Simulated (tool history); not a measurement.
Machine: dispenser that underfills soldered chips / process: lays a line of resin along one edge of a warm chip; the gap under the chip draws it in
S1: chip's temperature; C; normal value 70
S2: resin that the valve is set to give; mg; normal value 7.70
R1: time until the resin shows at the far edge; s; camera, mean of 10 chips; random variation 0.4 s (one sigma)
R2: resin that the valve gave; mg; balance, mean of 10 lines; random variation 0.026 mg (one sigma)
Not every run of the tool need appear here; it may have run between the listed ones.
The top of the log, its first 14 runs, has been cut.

At hour 98.3: new syringe of resin.
Run 15, hour 104.2: usual settings. Result: R1 32.2 s, R2 7.64 mg.
At hour 108.2: new syringe of resin.
Run 16, hour 112.9: usual settings. Result: R1 29.3 s, R2 7.62 mg.
At hour 118.1: new syringe of resin.
Run 17, hour 118.9: usual settings. Result: R1 25.4 s, R2 7.58 mg.
Run 18, hour 127.3: usual settings. Result: R1 34.9 s, R2 7.62 mg.
At hour 128.2: new syringe of resin.
Run 19, hour 134.5: usual settings. Result: R1 31.9 s, R2 7.57 mg.
At hour 138.0: new syringe of resin.
Run 20, hour 142.3: usual settings but S1 64 C, S2 8.68 mg. Result: R1 36.5 s, R2 8.54 mg.
At hour 148.6: new syringe of resin.
Run 21, hour 151.5: usual settings but S1 64 C, S2 8.68 mg. Result: R1 34.3 s, R2 8.50 mg.
At hour 159.0: new syringe of resin.
Run 22, hour 159.0: usual settings but S1 56 C, S2 8.75 mg. Result: R1 42.0 s, R2 8.56 mg.
Run 23, hour 164.0: usual settings but S1 76 C, S2 6.54 mg. Result: R1 26.1 s, R2 6.38 mg.
At hour 169.0: new syringe of resin.
At hour 172.1: dispensing valve cleaned and set on the balance.
Run 24, hour 174.5: usual settings but S1 64 C, S2 9.21 mg. Result: R1 35.7 s, R2 9.14 mg.
At hour 180.0: new syringe of resin.
Run 25, hour 180.3: usual settings but S1 66 C, S2 6.81 mg. Result: R1 30.7 s, R2 6.76 mg.
Run 26, hour 185.4: usual settings but S1 62 C, S2 7.05 mg. Result: R1 42.0 s, R2 7.01 mg.
At hour 189.9: new syringe of resin.
Run 27, hour 195.4: usual settings but S1 79 C, S2 9.13 mg. Result: R1 21.9 s, R2 9.05 mg.
At hour 200.1: new syringe of resin.
Run 28, hour 201.7: usual settings but S1 58 C, S2 8.42 mg. Result: R1 42.2 s, R2 8.31 mg.
At hour 210.4: new syringe of resin.
Run 29, hour 210.7: usual settings but S1 69 C, S2 7.25 mg. Result: R1 27.0 s, R2 7.17 mg.
Run 30, hour 218.4: usual settings but S1 79 C, S2 7.98 mg. Result: R1 24.5 s, R2 7.86 mg.
At hour 220.6: new syringe of resin.
Run 31, hour 225.6: usual settings but S1 79 C, S2 7.98 mg. Result: R1 22.0 s, R2 7.82 mg.

Run 32 is up next; what results do you expect?
At hour 230.4: new syringe of resin.
Run 32, hour 230.6: usual settings but S1 80 C, S2 9.29 mg. Result: R1 ?, R2 ?.

R1: 17.3 s
R2: 9.06 mg
With the hidden condition absent and the run-to-run variation left alone, this run would have shown R1 18.1 s, R2 9.23 mg.

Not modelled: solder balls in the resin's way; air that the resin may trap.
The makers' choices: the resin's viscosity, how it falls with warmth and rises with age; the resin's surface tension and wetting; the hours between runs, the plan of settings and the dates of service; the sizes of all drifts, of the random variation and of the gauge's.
